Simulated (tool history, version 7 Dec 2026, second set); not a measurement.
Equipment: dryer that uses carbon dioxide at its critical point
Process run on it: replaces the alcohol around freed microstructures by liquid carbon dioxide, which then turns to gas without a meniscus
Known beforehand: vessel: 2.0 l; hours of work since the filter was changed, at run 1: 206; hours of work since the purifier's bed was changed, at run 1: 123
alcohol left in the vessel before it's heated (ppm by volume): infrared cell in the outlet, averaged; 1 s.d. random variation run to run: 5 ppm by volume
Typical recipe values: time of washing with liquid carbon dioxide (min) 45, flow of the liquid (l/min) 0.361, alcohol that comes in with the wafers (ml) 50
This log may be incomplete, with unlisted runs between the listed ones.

run	day	time of washing with liquid carbon dioxide (min)	flow of the liquid (l/min)	alcohol that comes in with the wafers (ml)	hours of work since the filter was changed	hours of work since the purifier's bed was changed	alcohol left in the vessel before it's heated (ppm by volume)
1	0.000	45	0.361	50	206	123	34
2	0.175	45	0.361	50	208	125	27
3	0.354	45	0.361	50	209	126	34
4	0.692	45	0.361	50	212	129	30
5	0.954	45	0.361	50	214	131	15
6	1.208	45	0.361	50	216	133	25
7	1.562	45	0.361	50	218	136	26
8	1.921	45	0.361	50	221	138	23
9	2.125	45	0.373	50	223	140	32
10	2.492	28	0.373	50	226	143	207
11	2.675	28	0.373	50	227	144	209
12	3.071	45	0.361	50	230	147	34
13	3.408	45	0.361	50	233	150	28
14	3.696	45	0.361	50	235	152	23
15	4.033	45	0.361	50	238	155	27
16	4.258	45	0.361	50	240	157	21
17	4.592	45	0.361	50	242	159	31
18	4.912	45	0.361	50	245	162	24
19	5.229	45	0.361	50	247	164	43
20	5.617	45	0.593	35	250	167	20
21	5.892	45	0.291	35	252	170	66
22	6.062	61	0.262	29	254	171	25
23	6.304	61	0.227	21	256	173	27
24	6.671	61	0.227	21	258	176	28
25	6.850	32	0.534	27	260	177	24
26	7.175	48	0.385	50	262	180	20
27	7.575	36	0.365	45	266	183	78
28	7.912	45	0.361	45	268	185	38
29	8.283	50	0.361	50	271	188	23
30	8.617	37	0.361	50	274	191	77
31	8.912	37	0.338	50	276	193	93
32	9.133	32	0.545	96	278	195	42
33	9.533	32	0.545	96	281	198	34
34	9.929	39	0.444	26	284	201	19
35	10.300	28	0.361	50	287	204	247
36	10.675	28	0.361	50	290	207	254

What if the next run were any one of these 4? Each begins from the tool's condition after run 36:
A	11.008	46	0.243	46	292	210	?
B	11.008	45	0.336	50	292	210	?
C	11.008	28	0.340	50	292	210	?
D	11.008	45	0.432	50	292	210	?

run	alcohol left in the vessel before it's heated (ppm by volume)
A	133
B	42
C	320
D	26
Without the tool's hidden state the same runs would have given:
run	alcohol left in the vessel before it's heated (ppm by volume)
A	88
B	19
C	244
D	9
